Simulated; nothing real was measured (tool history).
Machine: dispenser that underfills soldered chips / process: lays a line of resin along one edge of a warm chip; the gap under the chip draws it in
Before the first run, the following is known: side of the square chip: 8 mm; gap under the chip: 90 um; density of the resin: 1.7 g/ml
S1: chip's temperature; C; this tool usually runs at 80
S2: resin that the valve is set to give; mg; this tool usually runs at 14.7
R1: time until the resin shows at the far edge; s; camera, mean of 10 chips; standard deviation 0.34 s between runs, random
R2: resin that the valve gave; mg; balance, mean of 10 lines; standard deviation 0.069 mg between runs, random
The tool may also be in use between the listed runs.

run   hour  S1    S2    R1     R2
  1      0  80  14.7  16.2   14.2
  2    7.7  80  14.6  25.1  14.06
      13.4  -- new syringe of resin
      20.8  -- dispensing valve cleaned and set on the balance
  3   20.8  80  14.6  21.1  14.65
      28.9  -- new syringe of resin
  4   34.2  80  14.7  20.9  14.61
  5   42.1  80  14.7  31.8  14.66
      43.1  -- new syringe of resin
  6   54.3  80  14.7  28.3  14.61
      57.8  -- new syringe of resin
  7   66.2  80  15.8  23.7  15.59
      71.9  -- new syringe of resin
  8   77.9  81  15.8  19.9  15.58
      87.1  -- new syringe of resin
  9   87.1  81  15.7  13.4  15.44
 10   99.4  80  14.7  29.6   14.3
     101.1  -- new syringe of resin
 11  113.5  80  14.7  30.2  14.37
     115.4  -- new syringe of resin
 12  128.1  80  14.7  29.7   14.3
     129.9  -- new syringe of resin
 13  137.5  80  14.7  22.6  14.23
     145.3  -- new syringe of resin
 14  152.3  80  14.7  21.4  14.38
       160  -- new syringe of resin
 15    160  80  14.7  14.8  14.09
 16  171.5  80  14.7  28.9  14.02
     174.1  -- new syringe of resin
       187  -- dispensing valve cleaned and set on the balance
 17  187.3  80  14.7  29.3  14.85
     189.2  -- new syringe of resin
 18  195.9  80  14.7  21.3  14.66
     203.6  -- new syringe of resin
 19  210.5  80  14.7  22.1  14.55
     217.8  -- new syringe of resin
 20  224.1  76  14.7  24.7  14.55
     232.3  -- new syringe of resin
 21  232.3  74  14.7  17.6  14.54
 22  242.1  80  13.5  25.4  13.29
     246.4  -- new syringe of resin
 23  252.3  77  14.8  22.5  14.59
     261.3  -- new syringe of resin
 24  266.6  83  16.7  16.2  16.35
     275.8  -- new syringe of resin
 25  278.4  83  15.1  14.4  14.75
     290.2  -- new syringe of resin
 26  292.3  74  16.5  19.8   16.1
     304.5  -- new syringe of resin
 27  306.7  69  17.5  24.2  17.07
 28    314  71  14.7  34.3  14.27
     318.7  -- new syringe of resin
 29    322  87  15.3  12.8  14.72
     333.8  -- new syringe of resin
 30  334.1  87  15.3    10  14.68
 31    344  87  15.3  18.3  14.63
     349.1  -- new syringe of resin
     353.8  -- dispensing valve cleaned and set on the balance
 32  361.7  89  18.2  18.1  18.19
     364.7  -- new syringe of resin
 33  369.8  94  18.4  10.6  18.46
 34  378.1  94  18.4  16.6  18.25
     379.8  -- new syringe of resin
 35  386.6  74  13.1  26.9  13.05
     393.9  -- new syringe of resin
 36    397  69  14.5  26.5  14.25

Here are 3 independent what-if runs from the current tool condition. What would each one return?
     408.1  -- new syringe of resin
  A  412.5  80  14.2   ?   ?
     408.1  -- new syringe of resin
  B  412.5  69  16.2   ?   ?
     408.1  -- new syringe of resin
  C  412.5  70  13.6   ?   ?

run    R1     R2
  A  17.6  13.97
  B  28.2  15.96
  C  27.2  13.59
With the hidden condition removed and each run's random variation left untouched, the same runs would have given:
run    R1     R2
  A  15.7  14.16
  B  25.5  16.17
  C  24.5  13.77
